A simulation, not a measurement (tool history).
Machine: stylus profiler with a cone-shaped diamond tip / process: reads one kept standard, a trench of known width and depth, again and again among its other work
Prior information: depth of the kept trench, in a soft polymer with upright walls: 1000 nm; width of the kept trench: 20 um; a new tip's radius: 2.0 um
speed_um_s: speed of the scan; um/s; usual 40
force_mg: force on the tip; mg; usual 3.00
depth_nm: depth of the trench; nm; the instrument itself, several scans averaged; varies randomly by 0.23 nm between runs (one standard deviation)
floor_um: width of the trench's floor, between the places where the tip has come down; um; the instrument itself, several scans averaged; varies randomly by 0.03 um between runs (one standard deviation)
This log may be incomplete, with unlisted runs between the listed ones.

run    hour  speed_um_s  force_mg  depth_nm  floor_um
  1     0.0          40      3.00   1013.87     16.41
  2    34.5          40      3.00   1013.57     16.41
  3    60.6          40      3.00   1013.69     16.43
  4    94.3          40      3.00   1013.72     16.38
  5   114.8          40      3.00   1013.80     16.43
  6   143.0          40      3.00   1013.89     16.40
  7   176.9          40      3.46   1015.53     16.43
  8   200.4          40      3.46   1015.02     16.40
  9   226.5          40      1.20   1007.13     16.33
 10   250.0          40      1.20   1007.43     16.34
 11   277.5          40      2.24   1011.41     16.36
 12   310.4          40      2.24   1011.51     16.38
 13   341.4          40      2.24   1011.47     16.37
 14   373.9          40      1.44   1008.47     16.32
 15   397.6          40      3.00   1013.72     16.38
 16   412.5          40      3.00   1013.97     16.44
 17   432.7          40      3.00   1014.05     16.40
 18   459.8          40      3.00   1013.84     16.37
 19   492.8          40      3.00   1013.79     16.38
 20   507.2          40      3.00   1013.76     16.37
 21   535.1          40      3.00   1013.85     16.39
 22   567.6          12      3.00   1013.77     16.53
 23   602.5          40      3.00   1013.89     16.41
 24   622.0          40      3.00   1013.45     16.42
 25   643.1          40      4.60   1017.99     16.42
 26   658.9          40      4.60   1018.26     16.43
 27   686.3          19      2.36   1011.56     16.41
 28   712.2          66      1.18   1007.31     16.24
 29   731.0          66      1.18   1007.50     16.18
 30   749.5          17      1.27   1007.81     16.49
 31   767.2          17      1.27   1007.65     16.44
 32   783.8          41      4.72   1018.92     16.42
 33   801.5          60      2.64   1012.82     16.33
 34   815.9          78      1.73   1009.60     16.17
 35   834.5          78      1.73   1009.22     16.21
 36   850.0          78      1.73   1009.29     16.24
 37   884.2          78      1.73   1009.78     16.18
 38   902.2          78      1.73   1009.74     16.17
 39   923.3          78      1.73   1009.08     16.17
 40   942.6         139      7.10   1024.49     16.25
 41   962.3          12      3.07   1014.34     16.49
 42   980.8          12      3.07   1014.13     16.48
 43   997.2          19      6.63   1023.26     16.50
 44  1014.6          30      1.18   1006.96     16.39
 45  1048.2         113      5.46   1020.78     16.25

Removed from this log: 1 entry logged between the listed runs. Between which two listed runs does each belong, and how does the tool's hidden state at the listed run before it compare with that at the listed run after it?
Runs 39 to 40: height scale calibrated on a step standard (hour 934.0)
  height scale over the true one, %: -0.005 -> 0

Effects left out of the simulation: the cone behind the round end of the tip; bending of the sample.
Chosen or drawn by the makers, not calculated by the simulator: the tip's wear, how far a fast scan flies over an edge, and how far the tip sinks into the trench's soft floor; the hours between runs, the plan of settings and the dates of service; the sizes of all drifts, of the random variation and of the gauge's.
